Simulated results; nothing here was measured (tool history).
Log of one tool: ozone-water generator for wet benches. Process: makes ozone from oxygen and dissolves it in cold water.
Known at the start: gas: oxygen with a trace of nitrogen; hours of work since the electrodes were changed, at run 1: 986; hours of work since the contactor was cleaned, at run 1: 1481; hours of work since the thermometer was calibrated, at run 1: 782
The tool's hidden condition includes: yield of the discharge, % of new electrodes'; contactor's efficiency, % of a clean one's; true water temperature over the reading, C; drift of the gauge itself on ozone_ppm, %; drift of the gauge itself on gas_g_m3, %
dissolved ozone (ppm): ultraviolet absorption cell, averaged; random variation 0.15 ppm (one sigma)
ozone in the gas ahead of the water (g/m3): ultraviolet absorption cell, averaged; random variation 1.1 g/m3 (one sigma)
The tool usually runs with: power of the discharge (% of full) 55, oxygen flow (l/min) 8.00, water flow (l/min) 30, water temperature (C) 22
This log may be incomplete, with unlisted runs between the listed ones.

run,hour,power of the discharge (% of full),oxygen flow (l/min),water flow (l/min),water temperature (C),hours of work since the electrodes were changed,hours of work since the contactor was cleaned,hours of work since the thermometer was calibrated,dissolved ozone (ppm),ozone in the gas ahead of the water (g/m3)
1,0.0,55,8.00,30,22,986,1481,782,19.4,187.2
2,40.9,55,8.00,40,22,1018,1513,814,14.8,188.3
3,62.4,55,8.00,36,22,1034,1529,830,16.4,186.9
4,102.4,55,8.00,30,22,1065,1560,861,19.4,186.6
5,143.3,87,8.00,30,22,1097,1592,893,29.2,281.9
6,189.1,87,8.00,30,22,1132,1627,928,29.4,281.6
7,222.7,87,8.00,30,22,1158,1653,954,28.9,282.6
8,261.3,87,8.00,30,22,1188,1683,984,29.1,285.8
9,289.4,87,8.00,30,25,1210,1705,1006,28.0,282.5
10,332.9,87,4.81,30,25,1243,1738,1039,26.4,356.1
11,374.6,87,4.81,30,25,1276,1770,1072,26.7,353.5
12,401.5,87,4.81,30,25,1296,1791,1092,26.3,357.6
13,421.3,87,4.81,30,25,1312,1806,1108,26.6,356.0
14,440.0,65,8.00,39,17,1326,1821,1122,19.1,214.2
15,483.8,65,8.00,39,17,1360,1855,1156,19.0,216.7
16,509.5,65,8.00,39,17,1380,1875,1176,18.8,214.0
17,537.6,95,6.16,25,29,1401,1896,1198,32.7,344.4
18,574.7,44,8.00,30,19,1430,1925,1226,16.6,152.2
19,619.5,44,8.00,30,19,1465,1960,1261,16.5,150.5
20,655.9,44,5.94,30,19,1493,1988,1289,16.1,172.3
21,685.2,44,6.34,35,19,1516,2010,1312,14.0,168.1
22,714.7,44,6.34,43,25,1538,2033,1334,10.3,166.7
23,750.9,45,10.95,27,22,1566,2061,1362,17.6,133.5
24,780.9,45,10.95,27,22,1589,2084,1386,17.5,133.3

Here are 4 independent what-if runs from the current tool condition. What would each one return?
A,811.1,45,5.80,20,22,1613,2108,1409,?,?
B,811.1,60,8.66,30,20,1613,2108,1409,?,?
C,811.1,41,8.72,29,22,1613,2108,1409,?,?
D,811.1,55,4.03,42,14,1613,2108,1409,?,?

run,dissolved ozone (ppm),ozone in the gas ahead of the water (g/m3)
A,22.2,177.6
B,21.8,191.7
C,15.2,135.4
D,12.9,251.3
The same runs, with their run-to-run variation unchanged, on a tool lacking any hidden condition would have given:
run,dissolved ozone (ppm),ozone in the gas ahead of the water (g/m3)
A,22.2,180.9
B,21.8,195.4
C,15.2,138.0
D,12.9,256.0
